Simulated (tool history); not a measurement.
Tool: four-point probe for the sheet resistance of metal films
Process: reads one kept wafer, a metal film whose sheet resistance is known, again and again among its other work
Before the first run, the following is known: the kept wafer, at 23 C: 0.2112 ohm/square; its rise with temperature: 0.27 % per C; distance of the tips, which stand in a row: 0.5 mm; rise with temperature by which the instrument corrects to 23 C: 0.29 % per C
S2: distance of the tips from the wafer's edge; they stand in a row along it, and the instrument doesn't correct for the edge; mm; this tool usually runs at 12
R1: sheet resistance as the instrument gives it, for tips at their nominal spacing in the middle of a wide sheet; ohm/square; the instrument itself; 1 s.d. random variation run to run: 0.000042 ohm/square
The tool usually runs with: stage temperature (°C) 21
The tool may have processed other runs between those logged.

{"run": 1, "hour": 0.0, "stage temperature (°C)": 21, "S2": 12, "R1": 0.210614}
{"run": 2, "hour": 81.8, "stage temperature (°C)": 21, "S2": 36, "R1": 0.210514}
{"run": 3, "hour": 130.1, "stage temperature (°C)": 21, "S2": 36, "R1": 0.210517}
{"run": 4, "hour": 169.7, "stage temperature (°C)": 21, "S2": 36, "R1": 0.210528}
{"run": 5, "hour": 245.4, "stage temperature (°C)": 21, "S2": 36, "R1": 0.21046}
{"run": 6, "hour": 332.4, "stage temperature (°C)": 21, "S2": 36, "R1": 0.210472}
{"run": 7, "hour": 369.9, "stage temperature (°C)": 21, "S2": 36, "R1": 0.210462}
{"run": 8, "hour": 452.2, "stage temperature (°C)": 21, "S2": 12, "R1": 0.210639}
{"run": 9, "hour": 533.0, "stage temperature (°C)": 21, "S2": 40, "R1": 0.210467}

What does the tool deliver on the next run?
{"run": 10, "hour": 605.9, "stage temperature (°C)": 21, "S2": 4, "R1": "?"}

Run 10 came out at R1 0.212075 ohm/square.
Take away the tool's hidden state, keep the run-to-run variation as it was, and the same run would have given R1 0.213011 ohm/square.
